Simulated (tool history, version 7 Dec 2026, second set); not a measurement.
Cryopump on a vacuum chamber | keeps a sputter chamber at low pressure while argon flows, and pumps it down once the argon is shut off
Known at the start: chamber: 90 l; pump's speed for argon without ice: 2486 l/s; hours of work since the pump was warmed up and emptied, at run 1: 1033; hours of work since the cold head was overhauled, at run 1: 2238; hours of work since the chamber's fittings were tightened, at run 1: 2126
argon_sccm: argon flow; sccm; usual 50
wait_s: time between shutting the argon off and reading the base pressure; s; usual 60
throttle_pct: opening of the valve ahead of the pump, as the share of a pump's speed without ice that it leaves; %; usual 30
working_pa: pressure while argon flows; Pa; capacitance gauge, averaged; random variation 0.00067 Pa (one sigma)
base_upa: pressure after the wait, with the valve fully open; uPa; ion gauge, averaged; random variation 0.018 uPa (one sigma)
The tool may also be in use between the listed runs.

| run | hour | argon_sccm | wait_s | throttle_pct | hours of work since the pump was warmed up and emptied | hours of work since the cold head was overhauled | hours of work since the chamber's fittings were tightened | working_pa | base_upa |
|---|---|---|---|---|---|---|---|---|---|
| 1 | 0.0 | 50 | 60 | 30 | 1033 | 2238 | 2126 | 0.1265 | 1.03 |
| 2 | 45.1 | 50 | 60 | 16 | 1067 | 2272 | 2159 | 0.2256 | 1.06 |
| 3 | 93.4 | 50 | 60 | 27 | 1104 | 2309 | 2196 | 0.1396 | 1.02 |
|  | 135.5 | leaking fittings of the chamber tightened, without venting |
| 4 | 141.7 | 50 | 60 | 27 | 1138 | 2343 | 5 | 0.1409 | 0.86 |
| 5 | 208.4 | 50 | 60 | 27 | 1189 | 2394 | 55 | 0.1389 | 0.84 |
|  | 217.8 | pump warmed up, emptied and cooled again |
| 6 | 259.0 | 50 | 60 | 27 | 31 | 2428 | 89 | 0.1271 | 0.79 |
| 7 | 307.5 | 50 | 60 | 27 | 67 | 2464 | 126 | 0.1276 | 0.81 |
| 8 | 399.9 | 50 | 60 | 27 | 137 | 2534 | 195 | 0.1276 | 0.83 |
| 9 | 440.7 | 50 | 60 | 27 | 168 | 2565 | 226 | 0.1294 | 0.82 |
| 10 | 515.2 | 50 | 60 | 30 | 224 | 2621 | 282 | 0.1166 | 0.80 |
| 11 | 556.9 | 50 | 60 | 20 | 255 | 2652 | 313 | 0.1755 | 0.84 |
| 12 | 653.6 | 58 | 60 | 20 | 328 | 2725 | 386 | 0.2021 | 0.83 |
| 13 | 698.0 | 51 | 60 | 30 | 361 | 2758 | 420 | 0.1224 | 0.84 |
| 14 | 750.5 | 50 | 52 | 23 | 401 | 2798 | 459 | 0.1533 | 0.94 |
| 15 | 814.0 | 50 | 52 | 23 | 449 | 2846 | 507 | 0.1546 | 0.97 |
| 16 | 873.9 | 46 | 45 | 23 | 494 | 2891 | 552 | 0.1423 | 1.04 |
| 17 | 950.0 | 46 | 45 | 23 | 551 | 2948 | 609 | 0.1427 | 1.08 |
| 18 | 1023.6 | 39 | 27 | 27 | 606 | 3003 | 665 | 0.1050 | 1.69 |
| 19 | 1086.5 | 23 | 60 | 20 | 654 | 3051 | 712 | 0.0830 | 0.88 |
| 20 | 1169.9 | 65 | 50 | 49 | 717 | 3113 | 775 | 0.1030 | 1.02 |
| 21 | 1262.7 | 70 | 23 | 21 | 786 | 3183 | 845 | 0.2436 | 1.97 |
| 22 | 1314.9 | 70 | 296 | 25 | 826 | 3223 | 884 | 0.2053 | 0.37 |
| 23 | 1396.5 | 30 | 34 | 31 | 887 | 3284 | 945 | 0.0732 | 1.44 |

Forecast each of these 5 alternatives for the next run:
| A | 1454.4 | 40 | 60 | 30 | 931 | 3328 | 989 | ? | ? |
| B | 1454.4 | 30 | 34 | 21 | 931 | 3328 | 989 | ? | ? |
| C | 1454.4 | 44 | 41 | 29 | 931 | 3328 | 989 | ? | ? |
| D | 1454.4 | 25 | 60 | 30 | 931 | 3328 | 989 | ? | ? |
| E | 1454.4 | 20 | 177 | 18 | 931 | 3328 | 989 | ? | ? |

| run | working_pa | base_upa |
|---|---|---|
| A | 0.1004 | 0.93 |
| B | 0.1046 | 1.40 |
| C | 0.1142 | 1.28 |
| D | 0.0628 | 0.96 |
| E | 0.0813 | 0.52 |
Without the tool's hidden state the same runs would have given:
| run | working_pa | base_upa |
|---|---|---|
| A | 0.0906 | 0.76 |
| B | 0.0972 | 1.23 |
| C | 0.1033 | 1.10 |
| D | 0.0567 | 0.78 |
| E | 0.0763 | 0.35 |
